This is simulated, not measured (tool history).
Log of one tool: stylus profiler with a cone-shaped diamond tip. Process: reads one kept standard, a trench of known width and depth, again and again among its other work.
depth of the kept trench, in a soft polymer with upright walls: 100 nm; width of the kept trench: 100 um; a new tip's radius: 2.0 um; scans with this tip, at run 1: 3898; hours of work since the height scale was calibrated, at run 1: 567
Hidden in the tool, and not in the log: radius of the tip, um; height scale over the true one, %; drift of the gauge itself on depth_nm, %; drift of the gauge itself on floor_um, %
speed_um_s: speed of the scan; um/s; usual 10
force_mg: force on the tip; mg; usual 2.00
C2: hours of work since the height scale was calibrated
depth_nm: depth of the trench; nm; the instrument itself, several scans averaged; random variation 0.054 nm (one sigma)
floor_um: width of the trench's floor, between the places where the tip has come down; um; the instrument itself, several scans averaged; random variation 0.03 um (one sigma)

run 1 day=0.000 | speed_um_s=10 force_mg=2.00 | scans_with_this_tip=3898 C2=567 | depth_nm=101.19 floor_um=98.56
run 2 day=0.729 | speed_um_s=17 force_mg=2.00 | scans_with_this_tip=3964 C2=576 | depth_nm=101.31 floor_um=98.51
run 3 day=1.558 | speed_um_s=17 force_mg=2.00 | scans_with_this_tip=4039 C2=587 | depth_nm=101.35 floor_um=98.48
run 4 day=2.425 | speed_um_s=17 force_mg=2.00 | scans_with_this_tip=4117 C2=599 | depth_nm=101.25 floor_um=98.54
run 5 day=3.112 | speed_um_s=17 force_mg=2.00 | scans_with_this_tip=4179 C2=608 | depth_nm=101.24 floor_um=98.53
run 6 day=4.108 | speed_um_s=17 force_mg=2.00 | scans_with_this_tip=4269 C2=621 | depth_nm=101.20 floor_um=98.57
run 7 day=4.633 | speed_um_s=17 force_mg=2.00 | scans_with_this_tip=4317 C2=628 | depth_nm=101.13 floor_um=98.57
run 8 day=5.754 | speed_um_s=21 force_mg=1.17 | scans_with_this_tip=4418 C2=643 | depth_nm=100.79 floor_um=98.45
run 9 day=6.679 | speed_um_s=23 force_mg=2.70 | scans_with_this_tip=4502 C2=655 | depth_nm=101.45 floor_um=98.54
run 10 day=7.346 | speed_um_s=17 force_mg=1.04 | scans_with_this_tip=4562 C2=663 | depth_nm=100.72 floor_um=98.51
run 11 day=8.254 | speed_um_s=17 force_mg=1.04 | scans_with_this_tip=4644 C2=675 | depth_nm=100.72 floor_um=98.51

Run 12 comes next. What will it give?
run 12 day=8.954 | speed_um_s=33 force_mg=0.69 | scans_with_this_tip=4708 C2=685 | depth_nm=? floor_um=?

Run 12 gave depth_nm 100.50 nm, floor_um 98.33 um.
Without the tool's hidden state the same run would have given depth_nm 100.70 nm, floor_um 98.48 um.
